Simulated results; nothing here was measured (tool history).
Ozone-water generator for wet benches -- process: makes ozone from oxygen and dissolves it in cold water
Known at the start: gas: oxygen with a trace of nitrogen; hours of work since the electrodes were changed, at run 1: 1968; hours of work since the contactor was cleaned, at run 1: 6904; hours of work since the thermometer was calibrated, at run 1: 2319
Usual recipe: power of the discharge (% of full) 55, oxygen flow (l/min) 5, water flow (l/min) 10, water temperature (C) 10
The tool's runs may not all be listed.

run     day  power of the discharge (% of full)  oxygen flow (l/min)  water flow (l/min)  water temperature (C)  hours of work since the electrodes were changed  hours of work since the contactor was cleaned  hours of work since the thermometer was calibrated  dissolved ozone (ppm)  ozone in the gas ahead of the water (g/m3)
  1       0                                  55                    5                  10                     10                                             1968                                           6904                                                2319                   18.5                                       122.9
  2   4.646                                  55                    5                  10                     10                                             2056                                           6992                                                2407                   18.6                                       120.6
  3  11.454                                  55                 2.95                  10                     10                                             2185                                           7121                                                2537                   19.6                                       169.4
  4  14.679                                  55                 2.95                  10                     10                                             2247                                           7182                                                2598                   19.4                                       167.8
  5  17.575                                  55                 2.95                  10                     10                                             2301                                           7237                                                2653                   19.3                                       168.3
  6  24.388                                  55                 2.95                  10                     10                                             2431                                           7366                                                2782                   19.5                                       169.9
  7  28.546                                  55                 2.95                  10                     10                                             2510                                           7445                                                2861                   19.4                                       168.9
  8  34.458                                  55                 2.95                  10                     10                                             2622                                           7558                                                2973                   19.5                                       170.4

Estimate the outcome of run 9 from the log above:
  9  38.612                                  77                 3.56                  10                     10                                             2701                                           7636                                                3052                      ?                                           ?

Run 9 produced dissolved ozone (ppm) 25.1, ozone in the gas ahead of the water (g/m3) 200.2.
Without the tool's hidden state the same run would have given dissolved ozone (ppm) 25.2, ozone in the gas ahead of the water (g/m3) 200.4.
